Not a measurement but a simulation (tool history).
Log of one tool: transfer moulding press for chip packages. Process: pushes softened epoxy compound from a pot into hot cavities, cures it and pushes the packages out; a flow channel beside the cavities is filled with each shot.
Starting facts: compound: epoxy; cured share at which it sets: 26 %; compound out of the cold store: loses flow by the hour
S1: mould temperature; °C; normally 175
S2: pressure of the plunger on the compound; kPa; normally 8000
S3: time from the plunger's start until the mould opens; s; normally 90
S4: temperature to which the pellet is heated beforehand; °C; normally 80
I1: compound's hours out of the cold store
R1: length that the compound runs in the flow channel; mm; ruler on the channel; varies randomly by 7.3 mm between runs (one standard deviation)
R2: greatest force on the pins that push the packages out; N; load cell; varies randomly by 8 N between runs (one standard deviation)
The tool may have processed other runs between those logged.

run,hour,S1,S2,S3,S4,I1,R1,R2
1,0.0,175,8000,90,80,25.6,765,569
# hour 12.8: cavities cleaned with cleaning compound and waxed
2,41.1,175,8000,90,80,47.7,696,504
3,68.5,175,8000,86,80,42.8,701,624
# hour 79.3: cavities cleaned with cleaning compound and waxed
4,95.6,175,8000,86,80,22.7,756,490
5,123.0,175,8000,86,80,9.2,773,624
# hour 146.6: cavities cleaned with cleaning compound and waxed
6,171.4,175,8000,86,80,13.4,766,530
# hour 213.2: cavities cleaned with cleaning compound and waxed
7,220.5,175,8000,86,80,38.1,689,410
8,245.9,175,8000,86,80,33.7,704,566
# hour 270.6: plunger's sealing rings changed
# hour 282.3: cavities cleaned with cleaning compound and waxed
9,296.4,175,8000,86,80,15.4,817,456
10,317.7,175,8000,90,85,44.4,745,507
# hour 349.5: cavities cleaned with cleaning compound and waxed
11,363.9,175,8000,90,85,20.6,780,438
12,401.8,175,8000,90,85,39.5,749,549
# hour 418.5: cavities cleaned with cleaning compound and waxed
13,437.9,175,8000,90,80,40.9,740,435
14,460.5,175,8000,90,80,10.1,812,577

Predict the results of run 15:
# hour 485.8: cavities cleaned with cleaning compound and waxed
15,494.8,176,6560,90,80,24.5,?,?

R1: 681 mm
R2: 371 N
Without the tool's hidden state the same run would have given R1 713 mm, R2 319 N.

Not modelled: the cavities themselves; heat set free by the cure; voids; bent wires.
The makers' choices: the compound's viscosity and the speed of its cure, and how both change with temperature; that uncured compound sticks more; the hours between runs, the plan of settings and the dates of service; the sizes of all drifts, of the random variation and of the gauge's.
